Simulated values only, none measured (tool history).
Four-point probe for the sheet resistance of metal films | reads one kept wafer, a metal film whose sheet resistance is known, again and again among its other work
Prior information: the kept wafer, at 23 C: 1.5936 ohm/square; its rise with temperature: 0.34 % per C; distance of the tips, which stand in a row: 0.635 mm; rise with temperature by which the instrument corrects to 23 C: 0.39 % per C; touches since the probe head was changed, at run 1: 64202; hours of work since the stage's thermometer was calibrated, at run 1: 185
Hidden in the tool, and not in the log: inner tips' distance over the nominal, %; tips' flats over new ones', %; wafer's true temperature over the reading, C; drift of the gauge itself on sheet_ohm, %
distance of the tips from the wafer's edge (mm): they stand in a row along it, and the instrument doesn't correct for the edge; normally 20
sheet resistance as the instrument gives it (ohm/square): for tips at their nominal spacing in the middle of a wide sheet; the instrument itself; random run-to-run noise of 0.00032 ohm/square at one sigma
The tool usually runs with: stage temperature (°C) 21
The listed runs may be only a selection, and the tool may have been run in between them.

run,hour,stage temperature (°C),distance of the tips from the wafer's edge (mm),touches since the probe head was changed,hours of work since the stage's thermometer was calibrated,sheet resistance as the instrument gives it (ohm/square)
1,0.0,21,20,64202,185,1.599147
2,22.1,21,20,65273,201,1.599306
3,46.4,26,20,66450,220,1.595906
4,87.3,26,20,68431,251,1.595982
5,118.3,21,40,69934,274,1.598822
6,162.1,21,40,72057,307,1.598719
7,200.3,21,20,73906,336,1.599546
8,243.1,21,20,75978,369,1.600057
9,284.6,21,20,77992,400,1.600459
10,332.5,21,20,80312,437,1.600369
11,360.3,21,27,81655,458,1.600349
12,380.7,21,27,82646,473,1.600044
13,404.7,21,20,83811,491,1.600739
14,453.6,21,20,86180,528,1.601211
15,485.0,21,20,87700,552,1.600701
16,517.1,21,20,89253,576,1.600497
17,553.2,21,20,91002,604,1.601182
18,599.6,21,20,93251,639,1.600713
19,636.1,19,20,95019,666,1.602929
20,664.9,22,20,96415,688,1.600395
21,713.5,22,20,98770,725,1.599972
22,753.3,29,20,100700,755,1.595685
23,776.2,29,20,101810,773,1.596073
24,801.8,21,18,103047,792,1.601302
25,845.4,21,18,105161,825,1.601723
26,887.0,22,33,107174,857,1.600602
27,921.2,22,33,108835,882,1.600813
28,954.6,22,33,110451,908,1.599708
29,998.9,27,33,112599,941,1.597103
30,1042.3,27,33,114702,974,1.597488
31,1067.0,19,3,115895,993,1.641150
32,1107.4,25,7,117854,1024,1.605764
33,1128.4,21,21,118871,1039,1.602245
34,1160.7,26,3,120435,1064,1.636070
35,1193.9,26,21,122044,1089,1.598471
36,1234.6,26,21,124018,1120,1.599251
37,1277.9,23,21,126113,1153,1.601445
38,1301.1,23,21,127240,1170,1.600776
39,1339.1,23,21,129077,1199,1.601412
40,1359.2,23,3,130051,1214,1.638824
41,1391.1,29,5,131601,1238,1.610563
42,1416.2,19,40,132816,1257,1.603603
43,1458.7,19,40,134876,1290,1.603854
44,1481.0,30,10,135955,1307,1.599321
45,1517.8,27,20,137739,1334,1.599651

Below are 3 alternative next runs, each starting from the tool's condition after run 45. Predict each:
A,1554.6,21,65,139519,1362,?
B,1554.6,29,4,139519,1362,?
C,1554.6,32,6,139519,1362,?

run,sheet resistance as the instrument gives it (ohm/square)
A,1.602705
B,1.618434
C,1.604269
Take away the tool's hidden state, keep each run's random variation, and the runs would have read:
run,sheet resistance as the instrument gives it (ohm/square)
A,1.595249
B,1.610886
C,1.596772

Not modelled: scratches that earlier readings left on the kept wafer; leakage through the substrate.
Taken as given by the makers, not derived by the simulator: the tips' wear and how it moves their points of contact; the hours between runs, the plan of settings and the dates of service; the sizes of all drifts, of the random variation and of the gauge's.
